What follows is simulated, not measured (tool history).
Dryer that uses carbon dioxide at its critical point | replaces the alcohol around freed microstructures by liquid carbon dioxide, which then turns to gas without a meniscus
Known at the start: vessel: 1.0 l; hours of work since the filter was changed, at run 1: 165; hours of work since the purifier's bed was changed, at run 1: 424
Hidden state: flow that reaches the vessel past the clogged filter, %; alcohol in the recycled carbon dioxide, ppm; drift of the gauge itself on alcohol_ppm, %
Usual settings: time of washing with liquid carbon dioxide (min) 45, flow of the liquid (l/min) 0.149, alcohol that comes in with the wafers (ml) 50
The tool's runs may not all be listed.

run	day	time of washing with liquid carbon dioxide (min)	flow of the liquid (l/min)	alcohol that comes in with the wafers (ml)	hours of work since the filter was changed	hours of work since the purifier's bed was changed	alcohol left in the vessel before it's heated (ppm by volume)
1	0.000	45	0.149	50	165	424	440
2	1.142	45	0.149	50	176	435	460
3	3.346	45	0.149	50	198	457	471
4	4.992	45	0.149	50	215	474	489
5	6.429	45	0.149	50	229	488	500
6	7.917	45	0.149	50	244	503	511
7	8.825	45	0.149	50	253	512	508
8	9.858	45	0.149	50	263	522	526
9	10.925	45	0.149	50	274	533	520
10	12.083	45	0.149	50	286	545	538
11	13.283	45	0.100	50	297	556	2106
12	14.888	45	0.225	50	313	572	158
13	16.946	45	0.149	48	334	593	539
14	18.771	45	0.149	50	352	611	572
15	20.746	45	0.149	50	372	631	591
16	21.879	45	0.149	56	383	642	652
# day 22.108: inlet filter changed
17	23.633	31	0.149	50	15	659	1608
18	24.871	45	0.135	50	28	672	654
19	25.992	45	0.121	50	39	683	970
20	27.229	45	0.121	50	51	695	960
21	28.292	34	0.149	50	62	706	1236
22	30.317	37	0.149	50	82	726	932
23	32.083	37	0.149	50	100	744	972
24	34.212	37	0.149	50	121	765	992
25	36.100	45	0.198	50	140	784	237
26	37.550	45	0.198	50	154	798	239
27	39.658	43	0.200	50	175	819	273
28	41.646	48	0.159	95	195	839	544
29	43.208	45	0.178	30	211	855	280
30	44.633	45	0.178	30	225	869	278
31	46.042	45	0.178	30	239	883	267
32	48.158	45	0.178	30	260	904	299
33	50.158	45	0.178	30	280	924	305
34	51.642	45	0.178	30	295	939	311
# day 52.508: purifier's bed changed
35	53.762	31	0.142	68	315	13	3074
36	54.683	31	0.142	68	324	22	3045
37	56.508	28	0.093	62	342	40	9880
38	57.454	38	0.161	21	351	49	300
39	58.412	38	0.161	21	361	59	307
40	60.342	45	0.125	95	380	78	1904
# day 60.812: inlet filter changed
41	62.258	29	0.215	66	14	97	572
42	64.300	38	0.215	24	35	117	87
43	66.383	41	0.215	26	56	138	71
44	68.204	45	0.150	50	74	156	352
45	69.417	62	0.163	39	86	168	58
46	71.150	45	0.149	102	103	186	721
47	72.192	45	0.149	102	114	196	737
48	74.371	38	0.149	102	135	218	1598

The same runs without the tool's hidden state, with the same run-to-run variation:
run	alcohol left in the vessel before it's heated (ppm by volume)
1	283
2	294
3	289
4	296
5	295
6	295
7	288
8	298
9	290
10	294
11	1542
12	16
13	269
14	280
15	288
16	319
17	1432
18	485
19	780
20	760
21	1013
22	710
23	727
24	726
25	48
26	55
27	77
28	276
29	75
30	72
31	58
32	72
33	75
34	70
35	2367
36	2328
37	8358
38	191
39	194
40	1263
41	537
42	56
43	35
44	287
45	16
46	596
47	602
48	1342
